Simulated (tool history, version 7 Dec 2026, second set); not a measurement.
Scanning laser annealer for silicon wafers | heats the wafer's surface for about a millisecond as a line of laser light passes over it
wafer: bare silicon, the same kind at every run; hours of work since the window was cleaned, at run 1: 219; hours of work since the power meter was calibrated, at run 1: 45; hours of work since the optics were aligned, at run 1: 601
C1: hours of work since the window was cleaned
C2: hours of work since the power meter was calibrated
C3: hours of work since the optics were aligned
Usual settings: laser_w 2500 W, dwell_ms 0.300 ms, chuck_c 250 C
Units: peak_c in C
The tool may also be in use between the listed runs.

{"run": 1, "day": 0.0, "laser_w": 2500, "dwell_ms": 0.3, "chuck_c": 250, "C1": 219, "C2": 45, "C3": 601, "peak_c": 958}
{"run": 2, "day": 0.946, "laser_w": 2500, "dwell_ms": 0.3, "chuck_c": 250, "C1": 236, "C2": 62, "C3": 618, "peak_c": 955}
{"run": 3, "day": 2.112, "laser_w": 2500, "dwell_ms": 0.3, "chuck_c": 250, "C1": 257, "C2": 83, "C3": 639, "peak_c": 955}
{"run": 4, "day": 3.362, "laser_w": 2500, "dwell_ms": 0.3, "chuck_c": 250, "C1": 280, "C2": 106, "C3": 662, "peak_c": 956}
{"run": 5, "day": 4.333, "laser_w": 2480, "dwell_ms": 0.3, "chuck_c": 250, "C1": 297, "C2": 123, "C3": 679, "peak_c": 949}
{"run": 6, "day": 5.588, "laser_w": 2480, "dwell_ms": 0.3, "chuck_c": 250, "C1": 320, "C2": 146, "C3": 702, "peak_c": 949}
{"run": 7, "day": 6.367, "laser_w": 2500, "dwell_ms": 0.3, "chuck_c": 250, "C1": 334, "C2": 160, "C3": 716, "peak_c": 958}
{"run": 8, "day": 7.046, "laser_w": 2500, "dwell_ms": 0.3, "chuck_c": 223, "C1": 346, "C2": 172, "C3": 728, "peak_c": 930}
{"day": 7.608, "done": "window over the wafer cleaned"}
{"run": 9, "day": 8.4, "laser_w": 2500, "dwell_ms": 0.3, "chuck_c": 250, "C1": 14, "C2": 195, "C3": 751, "peak_c": 956}
{"run": 10, "day": 9.704, "laser_w": 2500, "dwell_ms": 0.3, "chuck_c": 250, "C1": 38, "C2": 219, "C3": 775, "peak_c": 959}
{"run": 11, "day": 10.825, "laser_w": 2500, "dwell_ms": 0.3, "chuck_c": 250, "C1": 58, "C2": 239, "C3": 795, "peak_c": 959}
{"run": 12, "day": 12.121, "laser_w": 2500, "dwell_ms": 0.3, "chuck_c": 250, "C1": 81, "C2": 263, "C3": 819, "peak_c": 956}
{"run": 13, "day": 13.071, "laser_w": 2500, "dwell_ms": 0.3, "chuck_c": 250, "C1": 99, "C2": 280, "C3": 836, "peak_c": 956}
{"run": 14, "day": 14.175, "laser_w": 2463, "dwell_ms": 0.231, "chuck_c": 277, "C1": 119, "C2": 300, "C3": 856, "peak_c": 894}
{"run": 15, "day": 14.762, "laser_w": 2433, "dwell_ms": 0.321, "chuck_c": 260, "C1": 129, "C2": 310, "C3": 866, "peak_c": 968}
{"run": 16, "day": 16.142, "laser_w": 2208, "dwell_ms": 0.321, "chuck_c": 287, "C1": 154, "C2": 335, "C3": 891, "peak_c": 934}
{"run": 17, "day": 16.762, "laser_w": 2208, "dwell_ms": 0.321, "chuck_c": 287, "C1": 165, "C2": 346, "C3": 902, "peak_c": 936}
{"run": 18, "day": 18.167, "laser_w": 2500, "dwell_ms": 0.374, "chuck_c": 250, "C1": 191, "C2": 372, "C3": 928, "peak_c": 1033}
{"run": 19, "day": 18.917, "laser_w": 2500, "dwell_ms": 0.374, "chuck_c": 250, "C1": 204, "C2": 385, "C3": 941, "peak_c": 1031}
{"run": 20, "day": 19.638, "laser_w": 2186, "dwell_ms": 0.229, "chuck_c": 249, "C1": 217, "C2": 398, "C3": 954, "peak_c": 802}
{"run": 21, "day": 20.829, "laser_w": 2458, "dwell_ms": 0.321, "chuck_c": 265, "C1": 239, "C2": 420, "C3": 976, "peak_c": 980}
{"run": 22, "day": 21.442, "laser_w": 2500, "dwell_ms": 0.246, "chuck_c": 260, "C1": 250, "C2": 431, "C3": 987, "peak_c": 904}
{"run": 23, "day": 22.604, "laser_w": 2198, "dwell_ms": 0.246, "chuck_c": 270, "C1": 271, "C2": 452, "C3": 1008, "peak_c": 842}
{"run": 24, "day": 23.417, "laser_w": 2500, "dwell_ms": 0.347, "chuck_c": 236, "C1": 286, "C2": 467, "C3": 1023, "peak_c": 988}
{"run": 25, "day": 24.275, "laser_w": 2279, "dwell_ms": 0.3, "chuck_c": 219, "C1": 301, "C2": 482, "C3": 1038, "peak_c": 866}

3 ways to go on from here, each from the tool as it stands after run 25. What would each give?
{"run": "A", "day": 25.121, "laser_w": 2684, "dwell_ms": 0.306, "chuck_c": 219, "C1": 316, "C2": 497, "C3": 1053, "peak_c": "?"}
{"run": "B", "day": 25.121, "laser_w": 2500, "dwell_ms": 0.3, "chuck_c": 249, "C1": 316, "C2": 497, "C3": 1053, "peak_c": "?"}
{"run": "C", "day": 25.121, "laser_w": 2500, "dwell_ms": 0.324, "chuck_c": 250, "C1": 316, "C2": 497, "C3": 1053, "peak_c": "?"}

run=A peak_c=979
run=B peak_c=953
run=C peak_c=981
Without the tool's hidden state the same runs would have given:
run=A peak_c=981
run=B peak_c=955
run=C peak_c=983
